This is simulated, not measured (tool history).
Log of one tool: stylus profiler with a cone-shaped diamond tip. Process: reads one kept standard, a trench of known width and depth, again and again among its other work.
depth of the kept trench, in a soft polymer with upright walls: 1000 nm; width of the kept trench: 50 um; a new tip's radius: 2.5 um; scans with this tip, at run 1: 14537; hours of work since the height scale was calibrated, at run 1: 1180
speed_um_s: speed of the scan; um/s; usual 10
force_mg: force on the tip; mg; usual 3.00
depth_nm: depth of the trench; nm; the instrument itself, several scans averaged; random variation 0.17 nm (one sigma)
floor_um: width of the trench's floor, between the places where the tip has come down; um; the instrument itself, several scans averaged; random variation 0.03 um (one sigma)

run    hour  speed_um_s  force_mg  scans with this tip  hours of work since the height scale was calibrated  depth_nm  floor_um
  1     0.0          10      3.00                14537                                                 1180   1008.84     43.41
  2    95.2          10      3.00                15252                                                 1238   1009.37     43.32
  3   183.5           2      3.00                15915                                                 1292   1009.48     43.20
  4   265.6          10      3.00                16532                                                 1342   1009.60     43.11
  5   366.4          10      3.00                17289                                                 1404   1009.42     43.00
  6   476.8          10      3.00                18117                                                 1471   1009.80     42.89
  7   538.3          10      3.00                18579                                                 1508   1010.04     42.80
      549.8  -- new tip fitted, height scale calibrated
  8   627.7          10      3.00                  585                                                   48   1006.44     45.86
  9   743.1          10      3.00                 1451                                                  118   1006.22     45.63
 10   841.7           5      3.00                 2192                                                  178   1006.25     45.52
 11   946.2          14      6.85                 2977                                                  242   1011.03     45.31
 12  1046.4           2      4.96                 3729                                                  303   1009.02     45.18
 13  1112.0          14      5.07                 4221                                                  343   1009.43     45.06
 14  1216.9          14      5.07                 5009                                                  407   1009.47     44.92
 15  1319.6           6      2.23                 5781                                                  469   1005.66     44.78
 16  1420.7           6      2.23                 6540                                                  531   1005.94     44.60

Forecast each of these 4 alternatives for the next run:
  A  1525.7           2      1.57                 7328                                                  595         ?         ?
  B  1525.7          29      3.00                 7328                                                  595         ?         ?
  C  1525.7          14      4.36                 7328                                                  595         ?         ?
  D  1525.7          22      7.35                 7328                                                  595         ?         ?

run  depth_nm  floor_um
  A   1004.93     44.51
  B   1007.06     44.39
  C   1008.93     44.49
  D   1012.41     44.45
Without the tool's hidden state the same runs would have given:
run  depth_nm  floor_um
  A   1003.82     46.04
  B   1005.94     45.92
  C   1007.81     46.02
  D   1011.29     45.97

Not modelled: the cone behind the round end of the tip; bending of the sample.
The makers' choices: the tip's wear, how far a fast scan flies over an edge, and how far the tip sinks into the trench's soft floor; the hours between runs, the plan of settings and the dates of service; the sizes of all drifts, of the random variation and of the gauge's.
